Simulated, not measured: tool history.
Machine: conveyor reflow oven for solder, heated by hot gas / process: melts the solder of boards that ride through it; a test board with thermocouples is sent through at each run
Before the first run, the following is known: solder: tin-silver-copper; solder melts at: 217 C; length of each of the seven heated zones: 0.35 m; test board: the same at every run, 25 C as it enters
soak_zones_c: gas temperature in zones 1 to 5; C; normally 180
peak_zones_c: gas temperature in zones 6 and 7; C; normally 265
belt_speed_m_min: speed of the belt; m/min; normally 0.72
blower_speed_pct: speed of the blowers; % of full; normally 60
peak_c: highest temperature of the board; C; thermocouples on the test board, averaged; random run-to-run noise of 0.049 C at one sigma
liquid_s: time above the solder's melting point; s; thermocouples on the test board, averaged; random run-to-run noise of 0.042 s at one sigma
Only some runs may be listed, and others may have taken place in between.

| run | hour | soak_zones_c | peak_zones_c | belt_speed_m_min | blower_speed_pct | peak_c | liquid_s |
|---|---|---|---|---|---|---|---|
| 1 | 0 | 180 | 265 | 0.72 | 60 | 250.16 | 44.7 |
| 2 | 19.8 | 180 | 265 | 0.72 | 60 | 250.04 | 44.64 |
| 3 | 30.1 | 180 | 265 | 0.72 | 60 | 250.09 | 44.66 |
| 4 | 51.2 | 180 | 265 | 0.72 | 60 | 250 | 44.64 |
| 5 | 70 | 180 | 265 | 0.72 | 60 | 250.06 | 44.55 |
| 6 | 88.6 | 180 | 265 | 0.72 | 60 | 250.03 | 44.57 |
|  | 94.3 | belt drive overhauled, speed set with a stopwatch |
| 7 | 108.6 | 180 | 265 | 0.72 | 60 | 250.2 | 44.98 |
| 8 | 128.1 | 180 | 265 | 0.72 | 60 | 250.02 | 45.03 |
| 9 | 140.9 | 185 | 271 | 0.722 | 60 | 256.14 | 49.63 |
|  | 148.8 | belt drive overhauled, speed set with a stopwatch, once more |
| 10 | 161.2 | 185 | 271 | 0.722 | 60 | 255.54 | 48.2 |
| 11 | 181.9 | 167 | 261 | 0.72 | 60 | 243.43 | 35.93 |
| 12 | 199.8 | 180 | 265 | 0.72 | 57 | 248.81 | 42.93 |
| 13 | 214.8 | 180 | 279 | 0.72 | 60 | 261.44 | 49.54 |
| 14 | 231.6 | 180 | 279 | 0.72 | 60 | 261.59 | 49.59 |
| 15 | 244.8 | 180 | 267 | 0.72 | 60 | 251.06 | 44.39 |
| 16 | 264.3 | 180 | 253 | 0.796 | 60 | 236 | 29.26 |

A few steps of peak_c between consecutive runs. Split each: what settings, incoming material and random variation would produce without the hidden state, and what is left over for the hidden state, along with gauge scatter present in only one of the two compared results (measured, and without hidden state):
Hidden conditions of the tool in this case: heat that the gas passes to the board, % of a clean oven's; belt's true speed, % of the reading; true gas temperature in zones 6 and 7 over the reading, C; drift of the gauge itself on peak_c, C; drift of the gauge itself on liquid_s, %.
Run 9 -> 10: belt drive overhauled, speed set with a stopwatch, once more. peak_c -0.6 C: hidden state -0.68, all else +0.08.
Run 15 -> 16: peak_zones_c 267 -> 253, belt_speed_m_min 0.72 -> 0.796. peak_c -15.06 C: hidden state -0.09, all else -14.97.

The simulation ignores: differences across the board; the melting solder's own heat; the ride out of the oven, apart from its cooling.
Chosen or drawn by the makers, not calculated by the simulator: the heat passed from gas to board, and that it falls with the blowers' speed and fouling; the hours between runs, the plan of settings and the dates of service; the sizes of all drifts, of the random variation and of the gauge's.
